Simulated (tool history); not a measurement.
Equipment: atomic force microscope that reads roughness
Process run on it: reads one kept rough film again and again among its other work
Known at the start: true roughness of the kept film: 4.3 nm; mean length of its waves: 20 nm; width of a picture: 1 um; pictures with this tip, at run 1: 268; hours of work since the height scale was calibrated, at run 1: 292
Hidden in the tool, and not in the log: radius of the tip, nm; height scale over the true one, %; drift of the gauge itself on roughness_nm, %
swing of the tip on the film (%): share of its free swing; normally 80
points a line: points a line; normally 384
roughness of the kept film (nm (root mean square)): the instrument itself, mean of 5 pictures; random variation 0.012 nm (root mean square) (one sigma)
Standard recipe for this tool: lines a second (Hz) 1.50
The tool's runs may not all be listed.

run   hour  lines a second (Hz)  swing of the tip on the film (%)  points a line  pictures with this tip  hours of work since the height scale was calibrated  roughness of the kept film (nm (root mean square))
  1    0.0                 1.50                                80            384                     268                                                  292                                               1.813
  2   11.5                 2.05                                80            384                     282                                                  299                                               1.722
  3   20.2                 1.50                                79            384                     293                                                  305                                               1.758
      24.2  -- new tip fitted
  4   33.9                 1.50                                79            384                      12                                                  313                                               2.712
  5   46.0                 1.50                                79            384                      27                                                  320                                               2.643
  6   56.1                 1.50                                79            384                      39                                                  326                                               2.596
  7   66.4                 1.50                                79            384                      52                                                  332                                               2.528
  8   79.1                 0.64                                79            384                      67                                                  340                                               2.526
  9   88.9                 0.64                                59            384                      79                                                  346                                               2.504
 10  102.4                 0.64                                59            384                      96                                                  354                                               2.438
 11  118.2                 1.50                                80            384                     115                                                  364                                               2.259
 12  131.4                 1.50                                80            384                     132                                                  372                                               2.185
 13  147.0                 1.50                                70            384                     151                                                  381                                               2.185
 14  159.2                 1.50                                70            384                     166                                                  389                                               2.135
 15  174.3                 1.50                                61            384                     184                                                  398                                               2.088
 16  183.3                 1.50                                61            384                     195                                                  404                                               2.058
 17  196.4                 1.50                                61            384                     211                                                  411                                               1.999
 18  205.8                 1.50                                80            384                     223                                                  417                                               1.910
 19  218.9                 1.50                                80            384                     239                                                  425                                               1.857
 20  235.2                 1.50                                80            384                     259                                                  435                                               1.788
 21  245.8                 1.46                                80            384                     272                                                  442                                               1.778
 22  252.8                 1.46                                80            384                     281                                                  446                                               1.769
 23  264.4                 1.27                                80            384                     295                                                  453                                               1.743
     266.8  -- new tip fitted
 24  277.4                 1.50                                70            384                      13                                                  461                                               2.762
 25  287.5                 1.50                                70            384                      26                                                  467                                               2.694
 26  294.4                 1.50                                75            384                      34                                                  471                                               2.635
 27  304.9                 1.75                                83            384                      47                                                  477                                               2.476
 28  318.8                 1.50                                56            384                      64                                                  486                                               2.568
 29  327.3                 1.09                                68            451                      75                                                  491                                               2.490
 30  342.7                 1.50                                86            270                      94                                                  500                                               2.240
 31  356.9                 1.50                                86            270                     111                                                  509                                               2.178
 32  371.6                 0.75                                63            378                     129                                                  518                                               2.272
 33  380.4                 0.75                                63            378                     140                                                  523                                               2.252
 34  393.1                 0.75                                63            378                     156                                                  531                                               2.185
 35  406.2                 0.75                                66            489                     172                                                  539                                               2.134
 36  421.3                 2.27                                86            575                     190                                                  548                                               1.896
 37  432.4                 0.76                                64            662                     204                                                  555                                               2.066
 38  447.5                 1.80                                68            257                     222                                                  564                                               1.886
 39  454.3                 0.60                                61            664                     231                                                  568                                               1.984
 40  469.3                 0.60                                62            993                     249                                                  577                                               1.947
 41  482.2                 2.86                                60            629                     265                                                  585                                               1.838
 42  493.1                 2.86                                60            629                     278                                                  592                                               1.810
 43  501.9                 1.13                                84            629                     289                                                  597                                               1.746
     509.4  -- new tip fitted
 44  518.0                 1.50                                78            384                      10                                                  607                                               2.700
 45  531.9                 1.50                                78            384                      27                                                  615                                               2.629
 46  548.3                 1.50                                74            273                      48                                                  625                                               2.503
 47  561.1                 1.50                                74            273                      63                                                  633                                               2.416
 48  576.0                 3.25                                74            297                      82                                                  642                                               2.244
 49  591.4                 0.64                                81            297                     101                                                  651                                               2.336
 50  600.9                 0.65                                76            557                     112                                                  657                                               2.336
 51  609.6                 1.32                                76            603                     123                                                  663                                               2.260
 52  622.7                 1.50                                81            384                     139                                                  671                                               2.117

Measured less the same run without the tool's hidden state. The same run-to-run variation is in both; the gauge's scatter may not be:
run  roughness of the kept film (nm (root mean square))
  1                                              -1.008
  2                                              -1.012
  3                                              -1.068
  4                                              -0.083
  5                                              -0.164
  6                                              -0.224
  7                                              -0.288
  8                                              -0.371
  9                                              -0.430
 10                                              -0.511
 11                                              -0.558
 12                                              -0.619
 13                                              -0.704
 14                                              -0.764
 15                                              -0.827
 16                                              -0.861
 17                                              -0.908
 18                                              -0.914
 19                                              -0.961
 20                                              -1.005
 21                                              -1.043
 22                                              -1.068
 23                                              -1.105
 24                                              -0.109
 25                                              -0.178
 26                                              -0.225
 27                                              -0.274
 28                                              -0.378
 29                                              -0.424
 30                                              -0.474
 31                                              -0.543
 32                                              -0.662
 33                                              -0.704
 34                                              -0.753
 35                                              -0.811
 36                                              -0.791
 37                                              -0.918
 38                                              -0.914
 39                                              -1.002
 40                                              -1.059
 41                                              -1.065
 42                                              -1.097
 43                                              -1.107
 44                                              -0.119
 45                                              -0.201
 46                                              -0.311
 47                                              -0.380
 48                                              -0.444
 49                                              -0.552
 50                                              -0.610
 51                                              -0.635
 52                                              -0.674
